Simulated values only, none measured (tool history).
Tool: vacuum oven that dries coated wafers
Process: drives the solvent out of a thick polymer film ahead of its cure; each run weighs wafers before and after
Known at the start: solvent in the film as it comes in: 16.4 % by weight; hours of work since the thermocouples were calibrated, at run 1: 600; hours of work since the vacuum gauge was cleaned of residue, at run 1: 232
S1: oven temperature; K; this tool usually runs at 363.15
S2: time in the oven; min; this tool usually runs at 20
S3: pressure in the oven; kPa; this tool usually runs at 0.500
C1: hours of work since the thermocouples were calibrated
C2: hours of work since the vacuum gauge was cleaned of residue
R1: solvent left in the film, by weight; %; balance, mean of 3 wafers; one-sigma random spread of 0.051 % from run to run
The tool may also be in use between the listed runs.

run,hour,S1,S2,S3,C1,C2,R1
1,0.0,363.15,20,0.500,600,232,0.86
2,10.2,363.15,20,0.500,605,236,0.94
3,24.5,363.15,20,0.500,611,242,0.93
4,35.5,363.15,20,0.500,616,247,0.83
5,47.6,363.15,20,0.500,621,253,0.91
6,62.5,363.15,20,0.500,628,259,0.97
7,69.0,363.15,20,0.405,631,262,0.89
8,76.9,363.15,20,0.500,634,265,0.83
9,90.3,363.15,20,0.500,640,271,0.87
10,102.4,363.15,20,0.500,645,277,0.80
11,116.8,363.15,20,0.500,652,283,0.88
12,124.5,363.15,27,0.500,655,286,0.61
13,131.9,363.15,20,0.500,658,289,0.86
14,144.9,363.15,20,0.500,664,295,0.90
15,152.1,363.15,20,0.500,667,298,0.81
16,163.0,363.15,20,0.500,672,303,0.90
17,170.0,363.15,20,0.500,675,306,0.92
18,179.4,363.15,20,0.500,679,310,0.82
19,191.1,363.15,20,0.500,684,316,0.90
20,203.3,363.15,20,0.500,689,321,0.84
21,216.4,363.15,20,0.500,695,327,0.80
22,229.4,363.15,20,0.500,701,332,0.91
23,241.1,361.15,20,0.500,706,337,1.18
24,249.8,366.15,20,0.500,710,341,0.66
25,257.9,366.15,20,0.500,713,345,0.72
26,269.3,366.15,20,0.500,718,350,0.56
27,277.1,373.15,11,0.482,722,353,0.95
28,290.4,361.15,35,1.606,728,359,1.34
29,296.8,363.15,14,0.631,731,362,1.81
30,308.5,363.15,34,0.631,736,367,0.56
31,323.1,363.15,20,1.831,742,373,1.72
32,336.5,363.15,12,0.251,748,379,2.16
# hour 339.8: oven's thermocouples calibrated
33,350.6,363.15,20,0.325,5,385,0.89
34,361.1,375.15,20,1.893,9,389,0.86
35,368.0,363.15,20,1.136,12,392,1.36
# hour 375.8: oven's thermocouples calibrated, once more
36,379.5,363.15,20,1.136,2,396,1.40
37,385.8,370.15,14,0.945,4,399,0.99
38,400.1,370.15,33,0.945,11,406,0.56
39,415.0,355.15,20,0.292,17,412,2.23
40,424.2,376.15,14,0.500,21,416,0.36
41,435.3,376.15,14,0.500,26,421,0.35
42,449.9,371.15,20,0.251,33,427,0.33
43,459.4,351.15,17,1.976,37,432,5.33
44,472.2,363.15,11,0.500,42,437,2.78
45,481.1,363.15,11,0.500,46,441,2.62
46,495.1,363.15,17,1.630,52,447,1.99
47,503.9,363.15,17,1.630,56,451,1.85
48,514.3,351.15,17,0.387,61,456,4.09

Each row is a separate what-if for the run after 48, all from the same tool condition, not one after another. Results?
A,520.8,355.15,32,0.302,64,459,?
B,520.8,363.15,21,0.500,64,459,?
C,520.8,351.15,26,0.387,64,459,?

run,R1
A,0.98
B,0.85
C,2.40
Take away the tool's hidden state, keep each run's random variation, and the runs would have read:
run,R1
A,0.74
B,0.66
C,2.06
